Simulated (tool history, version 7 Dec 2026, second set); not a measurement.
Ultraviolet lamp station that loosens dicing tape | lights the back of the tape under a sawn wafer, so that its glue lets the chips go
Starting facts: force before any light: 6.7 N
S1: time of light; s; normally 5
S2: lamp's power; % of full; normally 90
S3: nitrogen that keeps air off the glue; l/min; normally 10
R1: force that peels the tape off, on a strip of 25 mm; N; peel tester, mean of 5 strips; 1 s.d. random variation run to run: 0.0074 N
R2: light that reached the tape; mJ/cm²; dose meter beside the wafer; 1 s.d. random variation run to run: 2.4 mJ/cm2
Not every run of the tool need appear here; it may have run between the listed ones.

{"run": 1, "hour": 0.0, "S1": 5, "S2": 90, "S3": 10, "R1": 0.325, "R2": 221}
{"run": 2, "hour": 18.6, "S1": 5, "S2": 90, "S3": 10, "R1": 0.334, "R2": 222}
{"run": 3, "hour": 35.5, "S1": 5, "S2": 71, "S3": 10, "R1": 0.491, "R2": 175}
{"run": 4, "hour": 53.8, "S1": 5, "S2": 71, "S3": 10, "R1": 0.494, "R2": 172}
{"hour": 63.3, "done": "window cleaned of glue's vapour"}
{"run": 5, "hour": 63.4, "S1": 5, "S2": 83, "S3": 10, "R1": 0.351, "R2": 215}
{"run": 6, "hour": 83.4, "S1": 5, "S2": 83, "S3": 10, "R1": 0.338, "R2": 217}
{"run": 7, "hour": 97.8, "S1": 5, "S2": 61, "S3": 10, "R1": 0.579, "R2": 157}
{"run": 8, "hour": 109.7, "S1": 2, "S2": 90, "S3": 10, "R1": 1.475, "R2": 91}
{"run": 9, "hour": 124.0, "S1": 2, "S2": 90, "S3": 10, "R1": 1.431, "R2": 92}
{"run": 10, "hour": 143.8, "S1": 2, "S2": 90, "S3": 10, "R1": 1.439, "R2": 93}
{"run": 11, "hour": 157.0, "S1": 2, "S2": 90, "S3": 10, "R1": 1.488, "R2": 92}
{"run": 12, "hour": 175.7, "S1": 2, "S2": 90, "S3": 10, "R1": 1.509, "R2": 93}
{"run": 13, "hour": 195.4, "S1": 5, "S2": 72, "S3": 10, "R1": 0.431, "R2": 184}
{"run": 14, "hour": 214.8, "S1": 5, "S2": 72, "S3": 10, "R1": 0.449, "R2": 179}
{"run": 15, "hour": 233.4, "S1": 5, "S2": 72, "S3": 10, "R1": 0.478, "R2": 184}
{"run": 16, "hour": 250.0, "S1": 5, "S2": 90, "S3": 10, "R1": 0.307, "R2": 224}
{"run": 17, "hour": 270.2, "S1": 4, "S2": 90, "S3": 10, "R1": 0.461, "R2": 179}
{"run": 18, "hour": 287.6, "S1": 5, "S2": 90, "S3": 10, "R1": 0.319, "R2": 221}
{"run": 19, "hour": 298.3, "S1": 5, "S2": 90, "S3": 10, "R1": 0.318, "R2": 224}
{"run": 20, "hour": 313.4, "S1": 5, "S2": 90, "S3": 10, "R1": 0.314, "R2": 221}
{"run": 21, "hour": 322.4, "S1": 5, "S2": 90, "S3": 10, "R1": 0.317, "R2": 222}
{"run": 22, "hour": 339.4, "S1": 5, "S2": 90, "S3": 10, "R1": 0.333, "R2": 222}
{"run": 23, "hour": 358.2, "S1": 3, "S2": 77, "S3": 6, "R1": 1.461, "R2": 115}
{"run": 24, "hour": 376.1, "S1": 9, "S2": 90, "S3": 8, "R1": 0.208, "R2": 389}
{"run": 25, "hour": 393.8, "S1": 5, "S2": 63, "S3": 5, "R1": 0.999, "R2": 153}
{"run": 26, "hour": 412.7, "S1": 5, "S2": 96, "S3": 11, "R1": 0.29, "R2": 234}
{"run": 27, "hour": 425.9, "S1": 2, "S2": 79, "S3": 18, "R1": 1.541, "R2": 74}
{"run": 28, "hour": 441.8, "S1": 7, "S2": 71, "S3": 14, "R1": 0.256, "R2": 241}
{"run": 29, "hour": 458.9, "S1": 5, "S2": 61, "S3": 5, "R1": 1.081, "R2": 145}
{"run": 30, "hour": 473.3, "S1": 4, "S2": 77, "S3": 9, "R1": 0.731, "R2": 143}
{"run": 31, "hour": 491.1, "S1": 5, "S2": 76, "S3": 9, "R1": 0.487, "R2": 181}
{"run": 32, "hour": 503.6, "S1": 5, "S2": 76, "S3": 9, "R1": 0.499, "R2": 178}
{"run": 33, "hour": 514.9, "S1": 6, "S2": 95, "S3": 3, "R1": 0.522, "R2": 265}
{"run": 34, "hour": 534.7, "S1": 8, "S2": 86, "S3": 3, "R1": 0.376, "R2": 323}
{"run": 35, "hour": 546.9, "S1": 4, "S2": 86, "S3": 3, "R1": 1.206, "R2": 160}
{"run": 36, "hour": 561.8, "S1": 5, "S2": 90, "S3": 3, "R1": 0.79, "R2": 207}
{"run": 37, "hour": 579.7, "S1": 3, "S2": 75, "S3": 11, "R1": 1.154, "R2": 102}
{"run": 38, "hour": 590.8, "S1": 8, "S2": 99, "S3": 13, "R1": 0.198, "R2": 366}
{"run": 39, "hour": 604.2, "S1": 6, "S2": 99, "S3": 14, "R1": 0.211, "R2": 268}
{"run": 40, "hour": 615.5, "S1": 6, "S2": 90, "S3": 10, "R1": 0.277, "R2": 256}
{"run": 41, "hour": 625.0, "S1": 6, "S2": 90, "S3": 5, "R1": 0.424, "R2": 246}
{"run": 42, "hour": 645.5, "S1": 6, "S2": 90, "S3": 5, "R1": 0.431, "R2": 245}
{"run": 43, "hour": 665.0, "S1": 4, "S2": 78, "S3": 8, "R1": 0.846, "R2": 144}
{"run": 44, "hour": 684.8, "S1": 4, "S2": 78, "S3": 8, "R1": 0.846, "R2": 143}

Here are 3 independent what-if runs from the current tool condition. What would each one return?
{"run": "A", "hour": 698.2, "S1": 2, "S2": 66, "S3": 10, "R1": "?", "R2": "?"}
{"run": "B", "hour": 698.2, "S1": 5, "S2": 78, "S3": 17, "R1": "?", "R2": "?"}
{"run": "C", "hour": 698.2, "S1": 5, "S2": 90, "S3": 7, "R1": "?", "R2": "?"}

run=A R1=2.469 R2=61
run=B R1=0.35 R2=174
run=C R1=0.474 R2=203
Had the tool no hidden state, the same runs would have come out as:
run=A R1=1.96 R2=76
run=B R1=0.255 R2=216
run=C R1=0.324 R2=253
